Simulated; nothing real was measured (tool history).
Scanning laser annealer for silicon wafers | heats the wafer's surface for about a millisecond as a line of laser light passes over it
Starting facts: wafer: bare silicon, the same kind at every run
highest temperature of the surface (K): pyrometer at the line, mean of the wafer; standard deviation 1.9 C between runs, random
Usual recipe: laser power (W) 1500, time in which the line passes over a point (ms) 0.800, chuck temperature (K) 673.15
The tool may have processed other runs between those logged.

| run | day | laser power (W) | time in which the line passes over a point (ms) | chuck temperature (K) | highest temperature of the surface (K) |
|---|---|---|---|---|---|
| 1 | 0.000 | 1500 | 0.800 | 673.15 | 1442.15 |
| 2 | 0.471 | 1500 | 0.800 | 673.15 | 1441.15 |
| 3 | 0.971 | 1500 | 0.800 | 673.15 | 1443.15 |
| 4 | 1.304 | 1531 | 0.800 | 673.15 | 1459.15 |
| 5 | 1.779 | 1531 | 0.800 | 673.15 | 1459.15 |
| 6 | 2.129 | 1500 | 0.800 | 673.15 | 1440.15 |
| 7 | 2.879 | 1500 | 0.800 | 673.15 | 1440.15 |
| 8 | 3.325 | 1500 | 0.800 | 673.15 | 1440.15 |
| 9 | 3.683 | 1297 | 0.800 | 673.15 | 1320.15 |
| 10 | 4.329 | 1297 | 0.800 | 673.15 | 1319.15 |
| 11 | 4.721 | 1278 | 0.800 | 673.15 | 1307.15 |
| 12 | 5.438 | 1500 | 0.800 | 673.15 | 1439.15 |
| 13 | 5.754 | 1500 | 0.800 | 673.15 | 1440.15 |
| 14 | 6.317 | 1500 | 0.800 | 673.15 | 1437.15 |
| 15 | 6.888 | 1500 | 0.800 | 673.15 | 1438.15 |
| 16 | 7.625 | 1500 | 0.800 | 673.15 | 1437.15 |
| 17 | 8.196 | 1500 | 0.905 | 673.15 | 1493.15 |
| 18 | 8.558 | 1500 | 0.800 | 673.15 | 1437.15 |
| 19 | 9.158 | 1500 | 0.800 | 673.15 | 1438.15 |
| 20 | 9.612 | 1500 | 0.800 | 673.15 | 1436.15 |
| 21 | 10.125 | 1500 | 0.800 | 673.15 | 1437.15 |
| 22 | 10.496 | 1500 | 0.800 | 634.15 | 1393.15 |
| 23 | 10.912 | 1482 | 0.933 | 647.15 | 1469.15 |
| 24 | 11.421 | 1297 | 0.695 | 655.15 | 1246.15 |
| 25 | 11.933 | 1436 | 0.717 | 695.15 | 1370.15 |
| 26 | 12.462 | 1436 | 0.717 | 695.15 | 1369.15 |
| 27 | 13.004 | 1433 | 0.661 | 700.15 | 1345.15 |
| 28 | 13.654 | 1284 | 0.572 | 684.15 | 1203.15 |
| 29 | 14.396 | 1355 | 0.911 | 682.15 | 1409.15 |
| 30 | 15.038 | 1500 | 0.570 | 692.15 | 1315.15 |
| 31 | 15.642 | 1627 | 0.635 | 670.15 | 1396.15 |
| 32 | 16.283 | 1500 | 0.800 | 663.15 | 1421.15 |
| 33 | 16.867 | 1622 | 0.707 | 708.15 | 1479.15 |
| 34 | 17.508 | 1378 | 0.572 | 673.15 | 1236.15 |
| 35 | 17.829 | 1500 | 0.989 | 673.15 | 1531.15 |
| 36 | 18.517 | 1326 | 0.794 | 665.15 | 1313.15 |
| 37 | 19.233 | 1326 | 0.794 | 665.15 | 1313.15 |
| 38 | 19.721 | 1500 | 0.575 | 642.15 | 1268.15 |
| 39 | 20.462 | 1563 | 0.928 | 666.15 | 1530.15 |
| 40 | 21.012 | 1522 | 0.645 | 688.15 | 1362.15 |
| 41 | 21.712 | 1522 | 0.645 | 688.15 | 1364.15 |

Pick out some run-to-run changes in highest temperature of the surface (K). Of each, how much would a tool without hidden state show as well, from the settings, what came in and chance, and how much is left for the hidden state and any gauge scatter not in both results compared?
Hidden state present: light that passes the window, % of a clean one's; laser's true power over the reading, %; width of the line over the set one, %; drift of the gauge itself on peak_c, C.
Run 28 -> 29: laser power (W) 1284 -> 1355, time in which the line passes over a point (ms) 0.572 -> 0.911, chuck temperature (K) 684.15 -> 682.15. highest temperature of the surface (K) +206.00: hidden state -9.00, all else +215.00.
Run 33 -> 34: laser power (W) 1622 -> 1378, time in which the line passes over a point (ms) 0.707 -> 0.572, chuck temperature (K) 708.15 -> 673.15. highest temperature of the surface (K) -243.00: hidden state +9.00, all else -252.00.
Run 34 -> 35: laser power (W) 1378 -> 1500, time in which the line passes over a point (ms) 0.572 -> 0.989. highest temperature of the surface (K) +295.00: hidden state -13.00, all else +308.00.
Run 38 -> 39: laser power (W) 1500 -> 1563, time in which the line passes over a point (ms) 0.575 -> 0.928, chuck temperature (K) 642.15 -> 666.15. highest temperature of the surface (K) +262.00: hidden state -12.00, all else +274.00.

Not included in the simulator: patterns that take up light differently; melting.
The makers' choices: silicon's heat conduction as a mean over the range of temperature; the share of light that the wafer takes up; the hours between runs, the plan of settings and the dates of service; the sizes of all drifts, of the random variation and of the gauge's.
